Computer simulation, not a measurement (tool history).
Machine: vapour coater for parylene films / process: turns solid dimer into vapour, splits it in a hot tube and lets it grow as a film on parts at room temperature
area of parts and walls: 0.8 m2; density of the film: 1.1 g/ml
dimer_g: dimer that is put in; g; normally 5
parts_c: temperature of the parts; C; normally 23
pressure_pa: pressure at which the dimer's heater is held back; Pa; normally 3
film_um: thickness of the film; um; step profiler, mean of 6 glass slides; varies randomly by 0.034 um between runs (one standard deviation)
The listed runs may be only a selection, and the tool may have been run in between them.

| run | hour | dimer_g | parts_c | pressure_pa | film_um |
|---|---|---|---|---|---|
| 1 | 0 | 5 | 23 | 3 | 4.27 |
| 2 | 43.2 | 5 | 23 | 3 | 4.32 |
| 3 | 74.3 | 5 | 23 | 3 | 4.23 |
| 4 | 112.6 | 5 | 23 | 3 | 4.24 |
| 5 | 134.6 | 5 | 23 | 3 | 4.3 |
| 6 | 172 | 5 | 23 | 3 | 4.21 |
|  | 203.2 | trap's valve overhauled |
| 7 | 224 | 5 | 23 | 3 | 4.16 |
| 8 | 261.3 | 5 | 23 | 3 | 4.06 |
| 9 | 312.6 | 5 | 23 | 3 | 4.03 |
| 10 | 336.4 | 5 | 23 | 3 | 4.05 |
| 11 | 370 | 5 | 23 | 3 | 4.06 |
|  | 396.9 | trap's valve overhauled, once more |
| 12 | 407.1 | 5 | 23 | 3 | 4.6 |
| 13 | 434.1 | 8 | 23 | 3 | 7.26 |
| 14 | 468 | 5 | 23 | 3 | 4.51 |
| 15 | 493.5 | 5 | 23 | 3 | 4.51 |
| 16 | 528.8 | 5 | 23 | 3 | 4.53 |
| 17 | 573.4 | 7 | 32 | 3.67 | 4.31 |
| 18 | 604.2 | 5 | 21 | 7.46 | 4.02 |
| 19 | 631.1 | 5 | 21 | 7.46 | 3.98 |
| 20 | 676.5 | 5 | 21 | 7.46 | 3.94 |
| 21 | 710.8 | 5 | 21 | 7.46 | 3.97 |
| 22 | 763.2 | 5 | 21 | 7.46 | 3.87 |
| 23 | 798.7 | 5 | 16 | 7.46 | 4.66 |
| 24 | 832.6 | 8 | 32 | 3 | 5 |

Some steps in film_um, run to run, broken into two amounts with sign: the step expected even without the hidden condition (settings, incoming material, random variation), and the rest, left for the hidden condition together with whatever gauge scatter is not in both the measured and the hidden-condition-free result:
What the log doesn't record here: vapour lost through the trap's worn valve, %; true temperature of the parts over the reading, C; drift of the gauge itself on film_um, %.
Run 6 -> 7: trap's valve overhauled. film_um -0.05 um: hidden state -0.09, all else +0.04.
Run 11 -> 12: trap's valve overhauled, once more. film_um +0.54 um: hidden state +0.52, all else +0.02.
Run 12 -> 13: dimer_g 5 -> 8. film_um +2.66 um: hidden state +0.05, all else +2.61.
Run 13 -> 14: dimer_g 8 -> 5. film_um -2.75 um: hidden state -0.08, all else -2.67.
